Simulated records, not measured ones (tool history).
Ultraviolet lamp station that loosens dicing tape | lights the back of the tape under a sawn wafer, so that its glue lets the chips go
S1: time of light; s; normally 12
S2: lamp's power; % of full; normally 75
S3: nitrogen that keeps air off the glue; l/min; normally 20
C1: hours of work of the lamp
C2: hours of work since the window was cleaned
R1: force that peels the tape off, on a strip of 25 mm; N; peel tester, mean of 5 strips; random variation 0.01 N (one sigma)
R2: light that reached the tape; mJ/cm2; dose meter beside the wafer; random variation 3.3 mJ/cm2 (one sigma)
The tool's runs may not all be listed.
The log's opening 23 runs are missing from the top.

run,day,S1,S2,S3,C1,C2,R1,R2
24,46.142,8,79,15,935,148,2.123,272
25,49.071,8,79,15,980,192,2.181,272
26,51.412,9,75,20,1016,228,1.768,279
27,53.442,13,83,7,1047,259,1.417,448
28,55.775,10,64,22,1082,295,1.868,259
29,57.108,10,63,13,1103,315,2.556,256
30,59.700,7,75,38,1142,355,2.165,203
31,61.296,12,75,19,1167,379,1.137,351
# day 63.717: lamp changed
32,63.938,12,75,19,3,419,0.500,515
33,66.658,12,75,33,45,460,0.376,506
34,69.317,15,74,20,86,501,0.320,615
35,71.575,21,62,20,120,536,0.270,702
36,73.167,9,85,11,144,560,1.198,419
37,74.504,14,71,15,165,580,0.533,536
38,77.521,14,71,15,211,626,0.553,523

What if the next run were any one of these 4? Each begins from the tool's condition after run 38:
# day 79.508: window cleaned of glue's vapour
A,80.025,11,94,16,249,8,?,?
# day 79.508: window cleaned of glue's vapour
B,80.025,14,60,37,249,8,?,?
# day 79.508: window cleaned of glue's vapour
C,80.025,14,84,15,249,8,?,?
# day 79.508: window cleaned of glue's vapour
D,80.025,12,75,24,249,8,?,?

run,R1,R2
A,0.463,557
B,0.417,457
C,0.363,635
D,0.493,493
Without the tool's hidden state the same runs would have given:
run,R1,R2
A,0.390,604
B,0.351,495
C,0.310,688
D,0.413,535

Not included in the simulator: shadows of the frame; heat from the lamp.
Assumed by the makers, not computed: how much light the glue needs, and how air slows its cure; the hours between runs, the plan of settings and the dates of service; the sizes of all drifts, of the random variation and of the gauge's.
